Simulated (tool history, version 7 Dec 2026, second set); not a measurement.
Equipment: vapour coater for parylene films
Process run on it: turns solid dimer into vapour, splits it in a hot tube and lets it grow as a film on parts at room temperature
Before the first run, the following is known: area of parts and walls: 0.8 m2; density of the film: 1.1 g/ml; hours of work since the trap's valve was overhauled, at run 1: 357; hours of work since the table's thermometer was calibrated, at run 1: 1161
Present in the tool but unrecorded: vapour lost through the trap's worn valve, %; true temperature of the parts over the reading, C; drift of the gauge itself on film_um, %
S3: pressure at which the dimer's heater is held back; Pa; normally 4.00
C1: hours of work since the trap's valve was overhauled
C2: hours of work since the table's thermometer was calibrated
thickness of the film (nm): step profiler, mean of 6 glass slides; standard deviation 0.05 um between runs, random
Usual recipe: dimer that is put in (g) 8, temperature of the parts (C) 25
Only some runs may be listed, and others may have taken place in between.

{"run": 1, "hour": 0.0, "dimer that is put in (g)": 8, "temperature of the parts (C)": 25, "S3": 4.0, "C1": 357, "C2": 1161, "thickness of the film (nm)": 5610}
{"run": 2, "hour": 45.6, "dimer that is put in (g)": 11, "temperature of the parts (C)": 25, "S3": 4.0, "C1": 392, "C2": 1196, "thickness of the film (nm)": 7710}
{"run": 3, "hour": 98.7, "dimer that is put in (g)": 11, "temperature of the parts (C)": 25, "S3": 4.0, "C1": 432, "C2": 1236, "thickness of the film (nm)": 7680}
{"run": 4, "hour": 137.1, "dimer that is put in (g)": 11, "temperature of the parts (C)": 25, "S3": 4.0, "C1": 461, "C2": 1265, "thickness of the film (nm)": 7690}
{"run": 5, "hour": 178.2, "dimer that is put in (g)": 7, "temperature of the parts (C)": 25, "S3": 4.0, "C1": 492, "C2": 1296, "thickness of the film (nm)": 4870}
{"hour": 192.8, "done": "table's thermometer calibrated"}
{"hour": 213.4, "done": "trap's valve overhauled"}
{"run": 6, "hour": 226.9, "dimer that is put in (g)": 8, "temperature of the parts (C)": 25, "S3": 3.31, "C1": 10, "C2": 23, "thickness of the film (nm)": 6260}
{"run": 7, "hour": 286.0, "dimer that is put in (g)": 8, "temperature of the parts (C)": 18, "S3": 4.0, "C1": 55, "C2": 68, "thickness of the film (nm)": 8120}
{"run": 8, "hour": 322.4, "dimer that is put in (g)": 11, "temperature of the parts (C)": 25, "S3": 4.0, "C1": 83, "C2": 95, "thickness of the film (nm)": 8170}
{"run": 9, "hour": 359.6, "dimer that is put in (g)": 11, "temperature of the parts (C)": 25, "S3": 4.0, "C1": 111, "C2": 124, "thickness of the film (nm)": 8270}
{"run": 10, "hour": 424.0, "dimer that is put in (g)": 11, "temperature of the parts (C)": 25, "S3": 4.0, "C1": 160, "C2": 172, "thickness of the film (nm)": 8300}
{"run": 11, "hour": 504.6, "dimer that is put in (g)": 8, "temperature of the parts (C)": 25, "S3": 8.55, "C1": 221, "C2": 234, "thickness of the film (nm)": 5150}
{"run": 12, "hour": 539.5, "dimer that is put in (g)": 5, "temperature of the parts (C)": 23, "S3": 8.55, "C1": 247, "C2": 260, "thickness of the film (nm)": 3470}
{"run": 13, "hour": 574.8, "dimer that is put in (g)": 5, "temperature of the parts (C)": 23, "S3": 8.55, "C1": 274, "C2": 287, "thickness of the film (nm)": 3440}
{"run": 14, "hour": 621.2, "dimer that is put in (g)": 7, "temperature of the parts (C)": 36, "S3": 4.0, "C1": 309, "C2": 322, "thickness of the film (nm)": 3150}
{"run": 15, "hour": 679.8, "dimer that is put in (g)": 7, "temperature of the parts (C)": 36, "S3": 4.0, "C1": 354, "C2": 366, "thickness of the film (nm)": 3120}
{"run": 16, "hour": 720.4, "dimer that is put in (g)": 14, "temperature of the parts (C)": 22, "S3": 4.0, "C1": 385, "C2": 397, "thickness of the film (nm)": 11400}
{"run": 17, "hour": 781.7, "dimer that is put in (g)": 14, "temperature of the parts (C)": 22, "S3": 4.0, "C1": 431, "C2": 444, "thickness of the film (nm)": 11510}
{"run": 18, "hour": 841.4, "dimer that is put in (g)": 14, "temperature of the parts (C)": 22, "S3": 4.0, "C1": 476, "C2": 489, "thickness of the film (nm)": 11370}

Run 19, settings as shown, results not yet in. Your forecast:
{"hour": 897.1, "done": "trap's valve overhauled"}
{"run": 19, "hour": 917.4, "dimer that is put in (g)": 14, "temperature of the parts (C)": 22, "S3": 4.0, "C1": 15, "C2": 544, "thickness of the film (nm)": "?"}

{"run 19": {"thickness of the film (nm)": 12060}}
The same run, on a tool lacking any hidden state, would have yielded thickness of the film (nm) 12440.
